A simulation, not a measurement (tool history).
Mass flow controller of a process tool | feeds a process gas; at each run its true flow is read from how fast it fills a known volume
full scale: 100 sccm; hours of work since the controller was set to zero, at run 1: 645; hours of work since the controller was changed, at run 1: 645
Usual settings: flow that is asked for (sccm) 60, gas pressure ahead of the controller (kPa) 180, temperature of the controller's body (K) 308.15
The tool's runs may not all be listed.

run   hour  flow that is asked for (sccm)  gas pressure ahead of the controller (kPa)  temperature of the controller's body (K)  hours of work since the controller was set to zero  hours of work since the controller was changed  true flow (%)
  1      0                             60                                         180                                    308.15                                                 645                                             645         100.76
  2   44.3                             60                                         180                                    308.15                                                 678                                             678          100.8
  3  101.3                             60                                         180                                    308.15                                                 720                                             720         100.81
  4    139                             60                                         180                                    294.15                                                 747                                             747          99.47
  5  189.8                             60                                         190                                    308.15                                                 785                                             785         100.86
  6  253.5                             60                                         190                                    308.15                                                 831                                             831          100.9
  7  317.2                             60                                         190                                    308.15                                                 878                                             878         100.93
  8  397.8                             60                                         190                                    308.15                                                 937                                             937         100.84
  9  449.9                             60                                         190                                    308.15                                                 976                                             976         101.04
 10  510.5                             27                                         180                                    308.15                                                1020                                            1020         100.08
 11  565.7                             68                                         192                                    309.15                                                1061                                            1061          101.2
     570.3  -- controller's zero set anew
 12  648.4                             32                                         192                                    306.15                                                  57                                            1121          99.66
 13  730.9                             87                                         146                                    308.15                                                 118                                            1182         101.53
 14  814.3                             73                                         179                                    308.15                                                 179                                            1243         101.22
 15  879.8                             73                                         179                                    308.15                                                 227                                            1291         101.25
     904.9  -- controller's zero set anew, once more
 16  962.7                             23                                         205                                    299.15                                                  42                                            1352          99.72

3 ways to go on from here, each from the tool as it stands after run 16. What would each give?
  A  1011.8                             23                                         241                                    299.15                                                  79                                            1388              ?
  B  1011.8                             60                                         275                                    308.15                                                  79                                            1388              ?
  C  1011.8                             28                                         205                                    299.15                                                  79                                            1388              ?

run  true flow (%)
  A          99.68
  B         101.17
  C          99.86
Without the tool's hidden state the same runs would have given:
run  true flow (%)
  A          98.68
  B         100.08
  C          98.83
